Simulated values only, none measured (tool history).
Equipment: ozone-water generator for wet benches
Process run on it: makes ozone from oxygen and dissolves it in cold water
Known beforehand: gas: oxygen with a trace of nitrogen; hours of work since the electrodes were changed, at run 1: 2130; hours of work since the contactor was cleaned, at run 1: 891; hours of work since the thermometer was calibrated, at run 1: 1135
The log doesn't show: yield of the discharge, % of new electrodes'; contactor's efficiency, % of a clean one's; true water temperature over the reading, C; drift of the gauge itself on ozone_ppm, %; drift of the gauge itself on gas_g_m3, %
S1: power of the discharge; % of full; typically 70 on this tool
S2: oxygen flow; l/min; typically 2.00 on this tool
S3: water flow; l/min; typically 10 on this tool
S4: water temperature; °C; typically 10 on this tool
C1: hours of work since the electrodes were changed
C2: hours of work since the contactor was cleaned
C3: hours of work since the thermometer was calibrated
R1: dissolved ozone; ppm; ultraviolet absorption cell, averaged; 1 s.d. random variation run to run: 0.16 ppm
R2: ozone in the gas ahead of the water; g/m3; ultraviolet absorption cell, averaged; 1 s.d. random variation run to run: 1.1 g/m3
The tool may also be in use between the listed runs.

| run | day | S1 | S2 | S3 | S4 | C1 | C2 | C3 | R1 | R2 |
|---|---|---|---|---|---|---|---|---|---|---|
| 1 | 0.000 | 70 | 2.00 | 10 | 10 | 2130 | 891 | 1135 | 20.2 | 192.2 |
| 2 | 4.479 | 70 | 2.00 | 10 | 10 | 2203 | 964 | 1208 | 20.2 | 191.8 |
| 3 | 7.808 | 70 | 2.00 | 10 | 10 | 2257 | 1017 | 1262 | 20.2 | 190.7 |
| 4 | 10.458 | 70 | 2.00 | 10 | 10 | 2299 | 1060 | 1304 | 19.9 | 191.1 |
| 5 | 12.733 | 70 | 2.00 | 10 | 10 | 2336 | 1097 | 1341 | 20.3 | 190.7 |
| 6 | 18.062 | 70 | 2.00 | 10 | 10 | 2422 | 1183 | 1427 | 20.3 | 190.0 |
| 7 | 21.183 | 70 | 2.00 | 10 | 10 | 2473 | 1233 | 1478 | 20.0 | 191.0 |
| 8 | 23.967 | 70 | 2.00 | 10 | 10 | 2517 | 1278 | 1522 | 20.0 | 190.9 |
| 9 | 26.471 | 70 | 2.00 | 10 | 10 | 2558 | 1319 | 1563 | 19.9 | 191.7 |
| 10 | 29.525 | 47 | 2.00 | 10 | 10 | 2607 | 1368 | 1612 | 16.1 | 153.6 |
| 11 | 33.471 | 70 | 2.00 | 10 | 10 | 2671 | 1432 | 1676 | 20.0 | 188.3 |
| 12 | 37.888 | 70 | 2.00 | 10 | 10 | 2742 | 1503 | 1747 | 20.1 | 190.6 |
| 13 | 40.704 | 70 | 2.00 | 10 | 10 | 2788 | 1549 | 1793 | 20.0 | 189.6 |
| 14 | 45.267 | 70 | 2.00 | 10 | 10 | 2861 | 1622 | 1866 | 19.8 | 191.4 |
| 15 | 48.421 | 70 | 2.00 | 10 | 10 | 2912 | 1673 | 1917 | 19.8 | 188.5 |
| 16 | 52.512 | 70 | 2.00 | 10 | 17 | 2978 | 1739 | 1983 | 18.6 | 190.4 |
| 17 | 54.717 | 74 | 2.00 | 10 | 10 | 3014 | 1775 | 2019 | 20.3 | 194.9 |
| 18 | 58.146 | 76 | 1.38 | 10 | 10 | 3069 | 1830 | 2074 | 20.0 | 245.6 |
| 19 | 61.962 | 76 | 1.38 | 10 | 10 | 3131 | 1892 | 2136 | 20.0 | 244.8 |
| 20 | 64.875 | 76 | 1.38 | 10 | 10 | 3178 | 1939 | 2183 | 19.9 | 246.9 |
| 21 | 68.708 | 76 | 1.38 | 10 | 10 | 3240 | 2001 | 2245 | 20.0 | 246.0 |
| 22 | 71.679 | 70 | 1.24 | 13 | 5 | 3288 | 2049 | 2293 | 14.6 | 247.8 |
| 23 | 76.192 | 82 | 3.28 | 9 | 7 | 3361 | 2122 | 2366 | 24.5 | 152.3 |
| 24 | 79.842 | 56 | 3.28 | 8 | 7 | 3420 | 2181 | 2425 | 21.6 | 123.9 |
| 25 | 84.625 | 44 | 1.38 | 8 | 9 | 3497 | 2258 | 2502 | 18.4 | 180.5 |
| 26 | 87.179 | 70 | 2.00 | 10 | 8 | 3538 | 2299 | 2543 | 19.7 | 187.6 |
| 27 | 91.492 | 70 | 2.00 | 10 | 8 | 3608 | 2369 | 2613 | 19.9 | 186.7 |
| 28 | 94.300 | 42 | 2.55 | 12 | 8 | 3653 | 2414 | 2658 | 13.0 | 122.4 |
|  | 95.321 | water thermometer calibrated |
| 29 | 98.562 | 70 | 2.00 | 10 | 10 | 3722 | 2483 | 52 | 19.4 | 186.6 |
| 30 | 101.171 | 92 | 2.00 | 9 | 5 | 3764 | 2525 | 94 | 26.0 | 215.3 |
| 31 | 106.438 | 86 | 3.57 | 13 | 6 | 3849 | 2610 | 180 | 18.5 | 144.5 |
| 32 | 111.667 | 85 | 1.18 | 10 | 13 | 3933 | 2694 | 264 | 19.4 | 279.5 |
|  | 114.375 | contactor cleaned |
| 33 | 114.629 | 70 | 2.00 | 10 | 5 | 3978 | 4 | 309 | 20.5 | 184.4 |
| 34 | 119.625 | 70 | 1.87 | 10 | 5 | 4059 | 85 | 390 | 20.3 | 193.2 |

Hidden state at the last listed run before each entry between runs and at the first one after, where it differs:
After run 28, before run 29: water thermometer calibrated (day 95.321)
  yield of the discharge, % of new electrodes': 93.4 -> 93.3; contactor's efficiency, % of a clean one's: 96 -> 95.9; true water temperature over the reading, C: 0.11 -> 0.05
  measured less the result without the state, R1: -0.9 -> -1.8 ppm; R2: -6.2 -> -13.6 g/m3
After run 32, before run 33: contactor cleaned (day 114.375)
  yield of the discharge, % of new electrodes': 92.9 -> 92.8; contactor's efficiency, % of a clean one's: 95.5 -> 99.2
  measured less the result without the state, R1: -2.1 -> -1.7 ppm; R2: -23.8 -> -14.3 g/m3
